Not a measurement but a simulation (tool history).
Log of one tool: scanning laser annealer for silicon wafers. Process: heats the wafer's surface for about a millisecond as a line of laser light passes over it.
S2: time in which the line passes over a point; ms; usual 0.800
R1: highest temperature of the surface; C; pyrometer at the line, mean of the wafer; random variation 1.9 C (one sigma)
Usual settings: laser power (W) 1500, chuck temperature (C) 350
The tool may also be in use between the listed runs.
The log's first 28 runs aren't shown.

run 29 day=41.683 | laser_power_(W)=1368 S2=0.835 chuck_temperature_(C)=359 | R1=1055
run 30 day=43.292 | laser_power_(W)=1368 S2=0.835 chuck_temperature_(C)=359 | R1=1053
run 31 day=44.425 | laser_power_(W)=1497 S2=0.913 chuck_temperature_(C)=350 | R1=1153
run 32 day=45.921 | laser_power_(W)=1420 S2=0.834 chuck_temperature_(C)=385 | R1=1104
run 33 day=47.896 | laser_power_(W)=1641 S2=0.562 chuck_temperature_(C)=316 | R1=1011
run 34 day=49.050 | laser_power_(W)=1370 S2=0.800 chuck_temperature_(C)=350 | R1=1028
run 35 day=50.358 | laser_power_(W)=1370 S2=0.800 chuck_temperature_(C)=350 | R1=1027
run 36 day=51.971 | laser_power_(W)=1589 S2=0.800 chuck_temperature_(C)=333 | R1=1129
run 37 day=53.596 | laser_power_(W)=1500 S2=0.778 chuck_temperature_(C)=316 | R1=1049
run 38 day=54.800 | laser_power_(W)=1571 S2=0.636 chuck_temperature_(C)=331 | R1=1032
run 39 day=56.775 | laser_power_(W)=1530 S2=0.964 chuck_temperature_(C)=315 | R1=1149
run 40 day=57.771 | laser_power_(W)=1599 S2=0.848 chuck_temperature_(C)=315 | R1=1132
run 41 day=59.638 | laser_power_(W)=1599 S2=0.848 chuck_temperature_(C)=315 | R1=1133

4 ways to go on from here, each from the tool as it stands after run 41. What would each give?
run A day=61.496 | laser_power_(W)=1599 S2=0.848 chuck_temperature_(C)=317 | R1=?
run B day=61.496 | laser_power_(W)=1605 S2=0.751 chuck_temperature_(C)=350 | R1=?
run C day=61.496 | laser_power_(W)=1430 S2=0.848 chuck_temperature_(C)=321 | R1=?
run D day=61.496 | laser_power_(W)=1345 S2=0.663 chuck_temperature_(C)=315 | R1=?

run=A R1=1139
run=B R1=1124
run=C R1=1043
run=D R1=910
Without the tool's hidden state the same runs would have given:
run=A R1=1168
run=B R1=1151
run=C R1=1069
run=D R1=931

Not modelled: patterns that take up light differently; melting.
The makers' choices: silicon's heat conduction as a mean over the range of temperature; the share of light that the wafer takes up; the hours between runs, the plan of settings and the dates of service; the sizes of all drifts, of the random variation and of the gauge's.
